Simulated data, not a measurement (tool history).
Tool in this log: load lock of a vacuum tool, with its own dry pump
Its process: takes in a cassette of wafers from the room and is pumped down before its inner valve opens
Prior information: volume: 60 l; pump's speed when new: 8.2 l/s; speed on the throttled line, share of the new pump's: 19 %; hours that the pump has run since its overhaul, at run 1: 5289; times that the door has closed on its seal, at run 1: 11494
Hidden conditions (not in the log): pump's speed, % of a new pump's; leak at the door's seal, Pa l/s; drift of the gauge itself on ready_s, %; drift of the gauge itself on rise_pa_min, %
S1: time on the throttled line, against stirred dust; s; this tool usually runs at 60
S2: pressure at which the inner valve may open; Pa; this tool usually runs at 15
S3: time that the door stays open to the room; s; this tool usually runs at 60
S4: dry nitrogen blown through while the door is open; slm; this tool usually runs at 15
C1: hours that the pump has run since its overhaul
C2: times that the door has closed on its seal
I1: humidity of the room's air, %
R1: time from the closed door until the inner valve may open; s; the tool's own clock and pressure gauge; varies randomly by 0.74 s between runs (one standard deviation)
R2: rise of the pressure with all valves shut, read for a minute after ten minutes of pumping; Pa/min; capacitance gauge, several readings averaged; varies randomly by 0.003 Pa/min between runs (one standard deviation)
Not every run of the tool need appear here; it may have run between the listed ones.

Run 1, day 0: usual settings; C1 5289; C2 11494; I1 45.5. Result: R1 115.4 s, R2 0.124 Pa/min.
Run 2, day 6.625: usual settings; C1 5448; C2 11970; I1 46.4. Result: R1 116 s, R2 0.132 Pa/min.
Run 3, day 10.188: usual settings; C1 5533; C2 12226; I1 44.2. Result: R1 114.5 s, R2 0.136 Pa/min.
Run 4, day 15.833: usual settings; C1 5669; C2 12632; I1 41.8. Result: R1 115.2 s, R2 0.135 Pa/min.
Run 5, day 22.65: usual settings but S1 38 s; C1 5833; C2 13122; I1 47.3. Result: R1 97.2 s, R2 0.146 Pa/min.
Run 6, day 30.379: usual settings but S3 142 s; C1 6018; C2 13678; I1 44.1. Result: R1 115 s, R2 0.167 Pa/min.
Run 7, day 37.229: usual settings but S3 142 s; C1 6183; C2 14171; I1 43.7. Result: R1 116.8 s, R2 0.178 Pa/min.
Run 8, day 42.171: usual settings but S3 142 s; C1 6301; C2 14526; I1 46. Result: R1 115.9 s, R2 0.183 Pa/min.
Run 9, day 48.217: usual settings; C1 6446; C2 14960; I1 45.1. Result: R1 117 s, R2 0.171 Pa/min.
Run 10, day 56.108: usual settings; C1 6636; C2 15528; I1 42.9. Result: R1 115.5 s, R2 0.188 Pa/min.
Run 11, day 60.683: usual settings; C1 6745; C2 15857; I1 47.1. Result: R1 115.7 s, R2 0.195 Pa/min.
Run 12, day 65.712: usual settings; C1 6866; C2 16218; I1 41.9. Result: R1 115.2 s, R2 0.189 Pa/min.
Run 13, day 71.871: usual settings; C1 7014; C2 16661; I1 44.4. Result: R1 115.6 s, R2 0.199 Pa/min.
Run 14, day 79.617: usual settings but S1 31 s; C1 7200; C2 17218; I1 46.4. Result: R1 92 s, R2 0.221 Pa/min.
Run 15, day 83.308: usual settings but S1 31 s; C1 7288; C2 17483; I1 44.3. Result: R1 93.4 s, R2 0.214 Pa/min.
Run 16, day 88.221: usual settings but S1 31 s; C1 7406; C2 17836; I1 45.9. Result: R1 92.9 s, R2 0.223 Pa/min.
Run 17, day 93.583: usual settings but S1 31 s; C1 7535; C2 18222; I1 44.1. Result: R1 93.4 s, R2 0.224 Pa/min.
Run 18, day 97.067: usual settings but S1 55 s; C1 7619; C2 18472; I1 45.6. Result: R1 109.5 s, R2 0.228 Pa/min.
Run 19, day 102.142: usual settings but S2 10 Pa, S3 98 s, S4 36 slm; C1 7740; C2 18837; I1 43.9. Result: R1 118.8 s, R2 0.236 Pa/min.
Run 20, day 106.525: usual settings but S1 95 s, S2 13 Pa, S3 50 s, S4 11 slm; C1 7846; C2 19152; I1 48.7. Result: R1 146.4 s, R2 0.242 Pa/min.
Run 21, day 109.938: usual settings but S1 95 s, S2 12 Pa, S3 50 s, S4 11 slm; C1 7927; C2 19397; I1 43.2. Result: R1 147 s, R2 0.247 Pa/min.
Run 22, day 115.642: usual settings but S1 95 s, S2 12 Pa, S3 50 s, S4 11 slm; C1 8064; C2 19808; I1 41.8. Result: R1 146.3 s, R2 0.25 Pa/min.
Run 23, day 124.004: usual settings but S1 76 s, S2 22 Pa, S3 188 s, S4 21 slm; C1 8265; C2 20409; I1 44.2. Result: R1 124.2 s, R2 0.287 Pa/min.
Run 24, day 131.825: usual settings but S1 96 s, S3 144 s, S4 14 slm; C1 8453; C2 20971; I1 44.1. Result: R1 144.9 s, R2 0.297 Pa/min.
Run 25, day 137.962: usual settings but S1 96 s, S2 10 Pa, S3 53 s, S4 14 slm; C1 8600; C2 21412; I1 43. Result: R1 148.4 s, R2 0.282 Pa/min.
Run 26, day 144.6: usual settings but S1 67 s, S3 28 s, S4 32 slm; C1 8759; C2 21889; I1 46.2. Result: R1 120.2 s, R2 0.281 Pa/min.
Run 27, day 150.279: usual settings but S1 67 s, S3 28 s, S4 32 slm; C1 8896; C2 22298; I1 44.5. Result: R1 122.5 s, R2 0.286 Pa/min.
Run 28, day 157.333: usual settings but S1 53 s, S4 26 slm; C1 9065; C2 22805; I1 43.9. Result: R1 109.5 s, R2 0.31 Pa/min.
Run 29, day 165.596: usual settings but S1 53 s, S4 26 slm; C1 9263; C2 23399; I1 43.6. Result: R1 111.3 s, R2 0.317 Pa/min.
Run 30, day 172.921: usual settings but S1 53 s, S4 26 slm; C1 9439; C2 23925; I1 45.9. Result: R1 111.9 s, R2 0.334 Pa/min.
Run 31, day 179.862: usual settings but S1 75 s, S2 11 Pa, S4 26 slm; C1 9606; C2 24424; I1 46.4. Result: R1 130.2 s, R2 0.34 Pa/min.
At day 182.533: door's seal changed, seat wiped.
Run 32, day 186.05: usual settings but S1 54 s, S3 147 s, S4 23 slm; C1 9753; C2 253; I1 41.6. Result: R1 110.9 s, R2 0.029 Pa/min.
Run 33, day 191.071: usual settings but S2 23 Pa, S4 9 slm; C1 9873; C2 614; I1 45.4. Result: R1 113.5 s, R2 0.024 Pa/min.
Run 34, day 196.546: usual settings but S2 11 Pa, S4 9 slm; C1 10005; C2 1007; I1 47.6. Result: R1 120.3 s, R2 0.026 Pa/min.
Run 35, day 202.062: usual settings but S2 11 Pa, S4 9 slm; C1 10137; C2 1404; I1 45.5. Result: R1 120.9 s, R2 0.032 Pa/min.
Run 36, day 208.642: usual settings but S3 106 s, S4 25 slm; C1 10295; C2 1877; I1 46.6. Result: R1 116.9 s, R2 0.029 Pa/min.

3 ways to go on from here, each from the tool as it stands after run 36. What would each give?
Run A, day 215.25: usual settings but S1 37 s, S3 41 s, S4 14 slm; C1 10453; C2 2352; I1 45.7. Result: R1 ?, R2 ?.
Run B, day 215.25: usual settings but S1 91 s, S2 17 Pa; C1 10453; C2 2352; I1 48.2. Result: R1 ?, R2 ?.
Run C, day 215.25: usual settings but S1 33 s, S3 106 s, S4 25 slm; C1 10453; C2 2352; I1 44.3. Result: R1 ?, R2 ?.

run     R1     R2
  A   99.3  0.026
  B  141.5  0.033
  C   95.9   0.03
Stripped of hidden state, with their random variation kept, the same runs would have yielded:
run     R1     R2
  A   94.6  0.015
  B  137.9  0.021
  C   91.4  0.018

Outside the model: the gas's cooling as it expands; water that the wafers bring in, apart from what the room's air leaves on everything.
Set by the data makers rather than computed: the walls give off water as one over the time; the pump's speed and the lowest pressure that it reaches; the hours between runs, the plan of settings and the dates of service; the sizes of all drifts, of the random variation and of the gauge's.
